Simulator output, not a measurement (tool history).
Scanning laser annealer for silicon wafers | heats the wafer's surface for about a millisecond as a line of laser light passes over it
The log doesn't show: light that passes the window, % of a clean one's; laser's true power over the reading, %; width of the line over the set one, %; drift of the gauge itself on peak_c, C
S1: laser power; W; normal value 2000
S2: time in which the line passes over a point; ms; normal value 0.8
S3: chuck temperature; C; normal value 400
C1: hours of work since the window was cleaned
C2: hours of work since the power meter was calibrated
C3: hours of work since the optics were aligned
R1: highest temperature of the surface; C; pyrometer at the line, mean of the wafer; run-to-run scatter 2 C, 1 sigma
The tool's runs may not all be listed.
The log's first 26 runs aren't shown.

run 27 hour=231.9 | S1=2000 S2=0.763 S3=400 | C1=79 C2=232 C3=1315 | R1=1202
run 28 hour=237.7 | S1=2123 S2=0.971 S3=361 | C1=83 C2=236 C3=1319 | R1=1348
run 29 hour=247.8 | S1=2123 S2=0.696 S3=430 | C1=89 C2=242 C3=1325 | R1=1251
run 30 hour=256.4 | S1=2000 S2=0.587 S3=400 | C1=94 C2=248 C3=1330 | R1=1093
run 31 hour=263.7 | S1=2123 S2=0.587 S3=400 | C1=99 C2=252 C3=1335 | R1=1147
run 32 hour=270.8 | S1=1759 S2=0.91 S3=400 | C1=103 C2=257 C3=1339 | R1=1147
run 33 hour=279.3 | S1=2030 S2=0.855 S3=411 | C1=109 C2=262 C3=1345 | R1=1281
run 34 hour=285.7 | S1=1709 S2=0.855 S3=436 | C1=113 C2=266 C3=1349 | R1=1132
run 35 hour=294.2 | S1=1709 S2=0.855 S3=436 | C1=118 C2=271 C3=1354 | R1=1127
run 36 hour=305.2 | S1=1774 S2=0.855 S3=413 | C1=125 C2=278 C3=1361 | R1=1143
run 37 hour=312.7 | S1=1774 S2=0.855 S3=413 | C1=129 C2=283 C3=1365 | R1=1146
run 38 hour=321.9 | S1=1831 S2=0.798 S3=402 | C1=135 C2=288 C3=1371 | R1=1135
run 39 hour=331.1 | S1=1764 S2=0.663 S3=361 | C1=141 C2=294 C3=1377 | R1=991
run 40 hour=336.2 | S1=2074 S2=0.657 S3=360 | C1=144 C2=297 C3=1380 | R1=1128

Below are 5 alternative next runs, each starting from the tool's condition after run 40. Predict each:
-- hour=353.4 optics aligned, line set to its width
run A hour=354 | S1=1724 S2=0.8 S3=400 | C1=152 C2=305 C3=0 | R1=?
-- hour=353.4 optics aligned, line set to its width
run B hour=354 | S1=1840 S2=0.657 S3=360 | C1=152 C2=305 C3=0 | R1=?
-- hour=353.4 optics aligned, line set to its width
run C hour=354 | S1=2123 S2=0.8 S3=383 | C1=152 C2=305 C3=0 | R1=?
-- hour=353.4 optics aligned, line set to its width
run D hour=354 | S1=2074 S2=0.736 S3=421 | C1=152 C2=305 C3=0 | R1=?
-- hour=353.4 optics aligned, line set to its width
run E hour=354 | S1=1953 S2=0.602 S3=360 | C1=152 C2=305 C3=0 | R1=?

run=A R1=1088
run=B R1=1034
run=C R1=1286
run=D R1=1255
run=E R1=1053
Take away the tool's hidden state, keep each run's random variation, and the runs would have read:
run=A R1=1099
run=B R1=1044
run=C R1=1301
run=D R1=1268
run=E R1=1064

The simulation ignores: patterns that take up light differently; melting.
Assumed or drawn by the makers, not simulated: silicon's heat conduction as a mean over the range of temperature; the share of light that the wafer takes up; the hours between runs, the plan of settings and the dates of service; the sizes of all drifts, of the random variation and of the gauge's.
